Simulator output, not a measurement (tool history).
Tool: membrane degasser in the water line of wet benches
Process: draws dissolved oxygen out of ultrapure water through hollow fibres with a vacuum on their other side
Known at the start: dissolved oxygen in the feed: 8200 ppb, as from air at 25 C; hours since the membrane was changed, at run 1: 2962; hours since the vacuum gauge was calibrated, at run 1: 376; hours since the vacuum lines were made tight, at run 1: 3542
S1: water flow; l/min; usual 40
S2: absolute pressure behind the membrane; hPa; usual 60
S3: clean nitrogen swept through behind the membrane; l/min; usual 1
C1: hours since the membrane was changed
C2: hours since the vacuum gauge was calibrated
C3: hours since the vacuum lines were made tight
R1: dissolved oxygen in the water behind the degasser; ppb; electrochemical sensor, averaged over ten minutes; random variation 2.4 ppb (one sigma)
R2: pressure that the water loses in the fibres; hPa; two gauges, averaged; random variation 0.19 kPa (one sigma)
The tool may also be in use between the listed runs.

run 1 day=0 | S1=40 S2=60 S3=1 | C1=2962 C2=376 C3=3542 | R1=242.3 R2=375
run 2 day=3.779 | S1=40 S2=60 S3=1 | C1=3052 C2=466 C3=3633 | R1=243.3 R2=374.2
run 3 day=7.179 | S1=40 S2=60 S3=1 | C1=3134 C2=548 C3=3714 | R1=241.8 R2=379.6
run 4 day=10.492 | S1=40 S2=60 S3=1 | C1=3213 C2=627 C3=3794 | R1=239.5 R2=378.4
run 5 day=16.146 | S1=40 S2=60 S3=1 | C1=3349 C2=763 C3=3930 | R1=248.2 R2=381.1
run 6 day=20.188 | S1=40 S2=60 S3=1 | C1=3446 C2=860 C3=4027 | R1=243.2 R2=380.1
run 7 day=25.546 | S1=40 S2=60 S3=1 | C1=3575 C2=989 C3=4155 | R1=239.8 R2=374.3
run 8 day=28.271 | S1=50 S2=140.7 S3=0.42 | C1=3640 C2=1054 C3=4221 | R1=1616.6 R2=472.3
run 9 day=33.317 | S1=50 S2=140.7 S3=0.42 | C1=3761 C2=1175 C3=4342 | R1=1625.7 R2=474.2
run 10 day=36.954 | S1=50 S2=140.7 S3=0.42 | C1=3849 C2=1262 C3=4429 | R1=1643.2 R2=479.4
run 11 day=40.917 | S1=41 S2=140.7 S3=0.58 | C1=3944 C2=1358 C3=4524 | R1=1209.3 R2=392.4
run 12 day=46.342 | S1=40 S2=87.9 S3=2.38 | C1=4074 C2=1488 C3=4654 | R1=229.9 R2=379.5
run 13 day=51.204 | S1=40 S2=87.9 S3=2.38 | C1=4191 C2=1604 C3=4771 | R1=231.6 R2=384.2

The same runs without the tool's hidden state, with the same run-to-run variation:
The hidden state here: membrane still open, %; true pressure behind the membrane over the reading, kPa; air that leaks in behind the membrane, l/min; drift of the gauge itself on oxygen_ppb, %; drift of the gauge itself on loss_of_pressure_kpa, %.
run=1 R2=374.8
run=2 R2=373.6
run=3 R2=378.5
run=4 R2=376.9
run=5 R2=378.9
run=6 R2=377.4
run=7 R2=370.9
run=8 R2=467.7
run=9 R2=468.7
run=10 R2=473.3
run=11 R2=386.9
run=12 R2=373.5
run=13 R2=377.5
R1: within 0.1 ppb of the measured result in every run.
